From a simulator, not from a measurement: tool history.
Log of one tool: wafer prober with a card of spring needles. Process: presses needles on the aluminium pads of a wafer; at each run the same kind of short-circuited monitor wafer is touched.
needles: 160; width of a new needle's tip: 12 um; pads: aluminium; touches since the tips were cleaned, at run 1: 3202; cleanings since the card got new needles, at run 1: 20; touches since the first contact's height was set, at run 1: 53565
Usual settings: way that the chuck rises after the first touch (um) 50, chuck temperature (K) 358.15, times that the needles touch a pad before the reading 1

run,day,way that the chuck rises after the first touch (um),chuck temperature (K),times that the needles touch a pad before the reading,touches since the tips were cleaned,cleanings since the card got new needles,touches since the first contact's height was set,resistance of one needle with its contact and lead (mohm),way that a needle slides on the pad (um)
1,0,50,358.15,1,3202,20,53565,215,9.51
# day 0.492: tips cleaned on abrasive film
2,0.929,50,358.15,1,2365,21,58536,217,9.52
# day 1.508: tips cleaned on abrasive film
# day 2.542: tips cleaned on abrasive film
# day 2.858: height of the first contact set anew
3,3.108,50,358.15,1,2982,23,1333,215,9.53
# day 3.554: tips cleaned on abrasive film
# day 4.512: tips cleaned on abrasive film
4,5.342,50,358.15,2,4437,25,13267,217,9.53
# day 5.462: tips cleaned on abrasive film
5,6.333,50,358.15,2,4677,26,18566,216,9.52
# day 6.446: tips cleaned on abrasive film
# day 7.558: tips cleaned on abrasive film
6,7.833,50,358.15,2,1484,28,26564,220,9.53
# day 8.525: tips cleaned on abrasive film
# day 9.554: tips cleaned on abrasive film
7,9.688,50,358.15,1,702,30,36457,219,9.5
# day 10.504: tips cleaned on abrasive film
8,10.708,50,358.15,1,1089,31,41906,216,9.53
# day 11.633: tips cleaned on abrasive film
9,12.558,50,358.15,1,4970,32,51812,219,9.49
# day 12.671: tips cleaned on abrasive film
# day 13.671: tips cleaned on abrasive film
10,14.05,50,358.15,1,2033,34,59761,221,9.51
# day 14.638: tips cleaned on abrasive film
11,15.5,50,358.15,2,4620,35,67523,216,9.54
# day 15.683: tips cleaned on abrasive film
# day 15.825: height of the first contact set anew
# day 16.804: tips cleaned on abrasive film
12,17.662,50,358.15,2,4605,37,9833,217,9.53
# day 17.792: tips cleaned on abrasive film
# day 18.792: tips cleaned on abrasive film
13,19.329,50,384.15,1,2875,39,18712,224,9.53
# day 19.783: tips cleaned on abrasive film
# day 20.842: tips cleaned on abrasive film
14,21.233,50,384.15,1,2099,41,28881,225,9.53
# day 21.812: tips cleaned on abrasive film
15,22.325,50,358.15,1,2761,42,34726,218,9.53
# day 22.879: tips cleaned on abrasive film
16,23.504,50,358.15,1,3366,43,41026,217,9.53
# day 23.917: tips cleaned on abrasive film
17,24.829,58,368.15,1,4895,44,48114,216,11.06
# day 25.017: tips cleaned on abrasive film
# day 26.008: tips cleaned on abrasive film
18,26.008,63,350.15,2,0,46,54384,214,11.98
# day 27: tips cleaned on abrasive film
# day 28.083: tips cleaned on abrasive film
19,28.221,37,301.15,2,738,48,66203,211,7.05
# day 28.862: height of the first contact set anew
# day 29.196: tips cleaned on abrasive film
20,29.412,53,316.15,2,1173,49,2944,206,10.11
# day 30.238: tips cleaned on abrasive film
21,30.7,53,316.15,2,2478,50,9824,206,10.09
# day 31.188: tips cleaned on abrasive film
# day 32.158: tips cleaned on abrasive film
22,32.333,49,331.15,2,947,52,18541,211,9.34
# day 33.192: tips cleaned on abrasive film
23,34.071,49,331.15,2,4726,53,27832,215,9.31
# day 34.25: tips cleaned on abrasive film
# day 35.35: tips cleaned on abrasive film
24,35.692,37,358.15,2,1836,55,36474,226,7.04
# day 36.458: tips cleaned on abrasive film
25,36.696,37,358.15,2,1270,56,41833,224,7.05
# day 37.512: tips cleaned on abrasive film
26,37.962,59,324.15,2,2413,57,48611,207,11.24
# day 38.538: tips cleaned on abrasive film
27,39.225,37,314.15,3,3680,58,55359,214,7.03
# day 39.6: tips cleaned on abrasive film
# day 40.608: tips cleaned on abrasive film
28,41.138,37,314.15,3,2846,60,65570,213,7.03
# day 41.588: tips cleaned on abrasive film
# day 41.738: height of the first contact set anew
# day 42.733: tips cleaned on abrasive film
29,42.779,37,314.15,3,254,62,5562,212,7.05
# day 43.817: tips cleaned on abrasive film
30,44.192,37,314.15,3,2024,63,13116,213,7.05
# day 44.854: tips cleaned on abrasive film
31,45.575,44,300.15,1,3852,64,20506,205,8.38

4 ways to go on from here, each from the tool as it stands after run 31. What would each give?
# day 45.838: tips cleaned on abrasive film
# day 46.796: tips cleaned on abrasive film
A,46.821,31,389.15,1,136,66,27146,?,?
# day 45.838: tips cleaned on abrasive film
# day 46.796: tips cleaned on abrasive film
B,46.821,53,362.15,2,136,66,27146,?,?
# day 45.838: tips cleaned on abrasive film
# day 46.796: tips cleaned on abrasive film
C,46.821,38,355.15,2,136,66,27146,?,?
# day 45.838: tips cleaned on abrasive film
# day 46.796: tips cleaned on abrasive film
D,46.821,65,300.15,1,136,66,27146,?,?

run,resistance of one needle with its contact and lead (mohm),way that a needle slides on the pad (um)
A,241,5.9
B,219,10.11
C,226,7.24
D,197,12.37
Without the tool's hidden state the same runs would have given:
run,resistance of one needle with its contact and lead (mohm),way that a needle slides on the pad (um)
A,241,5.9
B,219,10.11
C,226,7.24
D,197,12.37
